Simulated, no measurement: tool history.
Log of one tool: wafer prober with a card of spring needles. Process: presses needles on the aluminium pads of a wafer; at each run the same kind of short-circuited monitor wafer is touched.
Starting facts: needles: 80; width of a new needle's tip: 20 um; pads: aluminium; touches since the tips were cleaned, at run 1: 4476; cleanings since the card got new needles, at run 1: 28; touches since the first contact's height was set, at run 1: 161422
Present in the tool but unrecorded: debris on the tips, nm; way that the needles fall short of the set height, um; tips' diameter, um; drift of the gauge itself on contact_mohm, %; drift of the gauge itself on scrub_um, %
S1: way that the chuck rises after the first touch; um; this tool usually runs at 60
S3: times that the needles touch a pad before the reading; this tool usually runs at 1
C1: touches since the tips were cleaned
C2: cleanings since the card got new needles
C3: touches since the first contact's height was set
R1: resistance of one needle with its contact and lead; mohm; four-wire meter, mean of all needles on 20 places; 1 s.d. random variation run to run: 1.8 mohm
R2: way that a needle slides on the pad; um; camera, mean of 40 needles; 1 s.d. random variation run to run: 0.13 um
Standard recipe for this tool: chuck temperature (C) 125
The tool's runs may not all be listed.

run 1 hour=0 | S1=60 chuck_temperature_(C)=125 S3=1 | C1=4476 C2=28 C3=161422 | R1=182 R2=11.73
-- hour=2 tips cleaned on abrasive film
-- hour=9.7 tips cleaned on abrasive film
-- hour=17.5 tips cleaned on abrasive film
-- hour=27.1 tips cleaned on abrasive film
-- hour=34.8 tips cleaned on abrasive film
run 2 hour=36.5 | S1=60 chuck_temperature_(C)=125 S3=1 | C1=1101 C2=33 C3=185307 | R1=181 R2=11.6
-- hour=38.7 height of the first contact set anew
-- hour=44.5 tips cleaned on abrasive film
-- hour=52.2 tips cleaned on abrasive film
-- hour=60 tips cleaned on abrasive film
-- hour=67.7 tips cleaned on abrasive film
run 3 hour=74.6 | S1=60 chuck_temperature_(C)=125 S3=1 | C1=4562 C2=37 C3=23547 | R1=183 R2=11.91
-- hour=76.6 tips cleaned on abrasive film
-- hour=84.3 tips cleaned on abrasive film
-- hour=92 tips cleaned on abrasive film
-- hour=101.6 tips cleaned on abrasive film
-- hour=109.4 tips cleaned on abrasive film
-- hour=119 tips cleaned on abrasive film
run 4 hour=119.2 | S1=60 chuck_temperature_(C)=125 S3=1 | C1=128 C2=43 C3=52786 | R1=182 R2=11.61
-- hour=126.9 tips cleaned on abrasive film
-- hour=136.6 tips cleaned on abrasive film
-- hour=146.2 tips cleaned on abrasive film
-- hour=155.8 tips cleaned on abrasive film
run 5 hour=159.2 | S1=60 chuck_temperature_(C)=125 S3=2 | C1=2253 C2=47 C3=79089 | R1=180 R2=11.81
-- hour=165 tips cleaned on abrasive film
-- hour=172.8 tips cleaned on abrasive film
-- hour=180.5 tips cleaned on abrasive film
-- hour=188.2 tips cleaned on abrasive film
-- hour=195.9 tips cleaned on abrasive film
-- hour=205.6 tips cleaned on abrasive film
run 6 hour=213 | S1=60 chuck_temperature_(C)=125 S3=2 | C1=4934 C2=53 C3=114399 | R1=181 R2=11.51
-- hour=215 tips cleaned on abrasive film
-- hour=222.7 tips cleaned on abrasive film
-- hour=230.5 tips cleaned on abrasive film
-- hour=240.1 tips cleaned on abrasive film
-- hour=249.7 tips cleaned on abrasive film
-- hour=257.5 tips cleaned on abrasive film
-- hour=267.1 tips cleaned on abrasive film
-- hour=274.8 tips cleaned on abrasive film
run 7 hour=281.7 | S1=60 chuck_temperature_(C)=125 S3=2 | C1=4557 C2=61 C3=159457 | R1=183 R2=11.56
-- hour=283.7 tips cleaned on abrasive film
-- hour=291.4 tips cleaned on abrasive film
-- hour=299.1 tips cleaned on abrasive film
-- hour=306.9 tips cleaned on abrasive film
-- hour=314.6 tips cleaned on abrasive film
run 8 hour=319 | S1=69 chuck_temperature_(C)=125 S3=1 | C1=2924 C2=66 C3=183898 | R1=180 R2=13.64
-- hour=322.9 tips cleaned on abrasive film
-- hour=323.2 height of the first contact set anew
-- hour=330.9 tips cleaned on abrasive film
-- hour=338.7 tips cleaned on abrasive film
-- hour=346.4 tips cleaned on abrasive film
-- hour=354.1 tips cleaned on abrasive film
-- hour=361.8 tips cleaned on abrasive film
-- hour=371.5 tips cleaned on abrasive film
-- hour=379.2 tips cleaned on abrasive film
run 9 hour=386.8 | S1=69 chuck_temperature_(C)=125 S3=1 | C1=5053 C2=74 C3=41759 | R1=178 R2=13.15
-- hour=388.8 tips cleaned on abrasive film
-- hour=396.5 tips cleaned on abrasive film
-- hour=406.2 tips cleaned on abrasive film
-- hour=415.8 tips cleaned on abrasive film
run 10 hour=416 | S1=69 chuck_temperature_(C)=125 S3=1 | C1=115 C2=78 C3=60860 | R1=179 R2=13.42
-- hour=423.7 tips cleaned on abrasive film
-- hour=433.3 tips cleaned on abrasive film
-- hour=441.1 tips cleaned on abrasive film
-- hour=450.7 tips cleaned on abrasive film
-- hour=458.4 tips cleaned on abrasive film
run 11 hour=465 | S1=54 chuck_temperature_(C)=125 S3=1 | C1=4358 C2=83 C3=93067 | R1=186 R2=10.64
-- hour=467 tips cleaned on abrasive film
-- hour=474.7 tips cleaned on abrasive film
-- hour=484.4 tips cleaned on abrasive film
-- hour=494 tips cleaned on abrasive film
-- hour=501.7 tips cleaned on abrasive film
-- hour=511.4 tips cleaned on abrasive film
run 12 hour=516.1 | S1=49 chuck_temperature_(C)=50 S3=1 | C1=3165 C2=89 C3=126609 | R1=172 R2=9.58
-- hour=520 tips cleaned on abrasive film
-- hour=527.8 tips cleaned on abrasive film
-- hour=535.5 tips cleaned on abrasive film
-- hour=543.2 tips cleaned on abrasive film
run 13 hour=545.8 | S1=42 chuck_temperature_(C)=92 S3=3 | C1=1689 C2=93 C3=146020 | R1=185 R2=7.85
-- hour=551.6 tips cleaned on abrasive film
-- hour=559.3 tips cleaned on abrasive film
-- hour=568.9 tips cleaned on abrasive film
-- hour=576.7 tips cleaned on abrasive film
-- hour=584.4 tips cleaned on abrasive film
-- hour=592.1 tips cleaned on abrasive film
-- hour=601 tips cleaned on abrasive film
run 14 hour=601 | S1=52 chuck_temperature_(C)=125 S3=1 | C1=0 C2=100 C3=182213 | R1=182 R2=10.35
-- hour=608.7 tips cleaned on abrasive film
-- hour=609 height of the first contact set anew
-- hour=616.7 tips cleaned on abrasive film
-- hour=624.5 tips cleaned on abrasive film
-- hour=634.1 tips cleaned on abrasive film
-- hour=641.8 tips cleaned on abrasive film
-- hour=651.5 tips cleaned on abrasive film
run 15 hour=653.3 | S1=63 chuck_temperature_(C)=87 S3=2 | C1=1231 C2=106 C3=29076 | R1=176 R2=12.43
-- hour=661 tips cleaned on abrasive film
-- hour=670.7 tips cleaned on abrasive film
-- hour=678.4 tips cleaned on abrasive film
-- hour=688 tips cleaned on abrasive film
-- hour=697.7 tips cleaned on abrasive film
-- hour=705.4 tips cleaned on abrasive film
-- hour=713.1 tips cleaned on abrasive film
-- hour=721.3 tips cleaned on abrasive film
run 16 hour=721.3 | S1=63 chuck_temperature_(C)=87 S3=2 | C1=0 C2=114 C3=73653 | R1=173 R2=12.1
-- hour=729 tips cleaned on abrasive film
-- hour=738.6 tips cleaned on abrasive film
-- hour=746.3 tips cleaned on abrasive film
-- hour=755.8 tips cleaned on abrasive film
run 17 hour=755.8 | S1=60 chuck_temperature_(C)=30 S3=1 | C1=0 C2=118 C3=96336 | R1=166 R2=11.68
-- hour=765.5 tips cleaned on abrasive film
-- hour=775.1 tips cleaned on abrasive film
-- hour=784.7 tips cleaned on abrasive film
-- hour=794.4 tips cleaned on abrasive film
run 18 hour=799.6 | S1=68 chuck_temperature_(C)=100 S3=2 | C1=3503 C2=122 C3=125153 | R1=175 R2=13.26
-- hour=803.5 tips cleaned on abrasive film
-- hour=811.3 tips cleaned on abrasive film
-- hour=819 tips cleaned on abrasive film
-- hour=828.6 tips cleaned on abrasive film
-- hour=838.3 tips cleaned on abrasive film
run 19 hour=844.8 | S1=65 chuck_temperature_(C)=53 S3=3 | C1=4348 C2=127 C3=154815 | R1=166 R2=12.65
-- hour=846.8 tips cleaned on abrasive film
-- hour=854.5 tips cleaned on abrasive film
-- hour=864.2 tips cleaned on abrasive film
-- hour=873.8 tips cleaned on abrasive film
-- hour=883.4 tips cleaned on abrasive film
-- hour=893.1 tips cleaned on abrasive film
-- hour=893.4 height of the first contact set anew
-- hour=901.1 tips cleaned on abrasive film
run 20 hour=904.6 | S1=65 chuck_temperature_(C)=53 S3=3 | C1=2335 C2=134 C3=7398 | R1=168 R2=12.56
-- hour=910.4 tips cleaned on abrasive film
-- hour=918.2 tips cleaned on abrasive film
-- hour=927.8 tips cleaned on abrasive film
-- hour=935.5 tips cleaned on abrasive film
-- hour=943.2 tips cleaned on abrasive film
run 21 hour=944.2 | S1=41 chuck_temperature_(C)=52 S3=3 | C1=654 C2=139 C3=33367 | R1=177 R2=8.01
-- hour=952 tips cleaned on abrasive film
-- hour=959.7 tips cleaned on abrasive film
-- hour=967.4 tips cleaned on abrasive film
-- hour=977 tips cleaned on abrasive film
-- hour=984.8 tips cleaned on abrasive film
-- hour=992.5 tips cleaned on abrasive film
run 22 hour=999.3 | S1=79 chuck_temperature_(C)=125 S3=1 | C1=4512 C2=145 C3=69522 | R1=178 R2=15.49

Each row is a separate what-if for the run after 22, all from the same tool condition, not one after another. Results?
-- hour=1001.3 tips cleaned on abrasive film
-- hour=1009 tips cleaned on abrasive film
-- hour=1016.7 tips cleaned on abrasive film
-- hour=1024.5 tips cleaned on abrasive film
-- hour=1032.2 tips cleaned on abrasive film
-- hour=1039.9 tips cleaned on abrasive film
-- hour=1047.7 tips cleaned on abrasive film
-- hour=1057.3 tips cleaned on abrasive film
-- hour=1065 tips cleaned on abrasive film
run A hour=1067.2 | S1=79 chuck_temperature_(C)=62 S3=1 | C1=1423 C2=154 C3=113978 | R1=? R2=?
-- hour=1001.3 tips cleaned on abrasive film
-- hour=1009 tips cleaned on abrasive film
-- hour=1016.7 tips cleaned on abrasive film
-- hour=1024.5 tips cleaned on abrasive film
-- hour=1032.2 tips cleaned on abrasive film
-- hour=1039.9 tips cleaned on abrasive film
-- hour=1047.7 tips cleaned on abrasive film
-- hour=1057.3 tips cleaned on abrasive film
-- hour=1065 tips cleaned on abrasive film
run B hour=1067.2 | S1=55 chuck_temperature_(C)=56 S3=3 | C1=1423 C2=154 C3=113978 | R1=? R2=?
-- hour=1001.3 tips cleaned on abrasive film
-- hour=1009 tips cleaned on abrasive film
-- hour=1016.7 tips cleaned on abrasive film
-- hour=1024.5 tips cleaned on abrasive film
-- hour=1032.2 tips cleaned on abrasive film
-- hour=1039.9 tips cleaned on abrasive film
-- hour=1047.7 tips cleaned on abrasive film
-- hour=1057.3 tips cleaned on abrasive film
-- hour=1065 tips cleaned on abrasive film
run C hour=1067.2 | S1=40 chuck_temperature_(C)=94 S3=1 | C1=1423 C2=154 C3=113978 | R1=? R2=?
-- hour=1001.3 tips cleaned on abrasive film
-- hour=1009 tips cleaned on abrasive film
-- hour=1016.7 tips cleaned on abrasive film
-- hour=1024.5 tips cleaned on abrasive film
-- hour=1032.2 tips cleaned on abrasive film
-- hour=1039.9 tips cleaned on abrasive film
-- hour=1047.7 tips cleaned on abrasive film
-- hour=1057.3 tips cleaned on abrasive film
-- hour=1065 tips cleaned on abrasive film
run D hour=1067.2 | S1=43 chuck_temperature_(C)=125 S3=1 | C1=1423 C2=154 C3=113978 | R1=? R2=?

run=A R1=163 R2=15.08
run=B R1=172 R2=10.69
run=C R1=184 R2=7.8
run=D R1=189 R2=8.12
Without the tool's hidden state the same runs would have given:
run=A R1=163 R2=15.08
run=B R1=172 R2=10.69
run=C R1=184 R2=7.8
run=D R1=188 R2=8.12

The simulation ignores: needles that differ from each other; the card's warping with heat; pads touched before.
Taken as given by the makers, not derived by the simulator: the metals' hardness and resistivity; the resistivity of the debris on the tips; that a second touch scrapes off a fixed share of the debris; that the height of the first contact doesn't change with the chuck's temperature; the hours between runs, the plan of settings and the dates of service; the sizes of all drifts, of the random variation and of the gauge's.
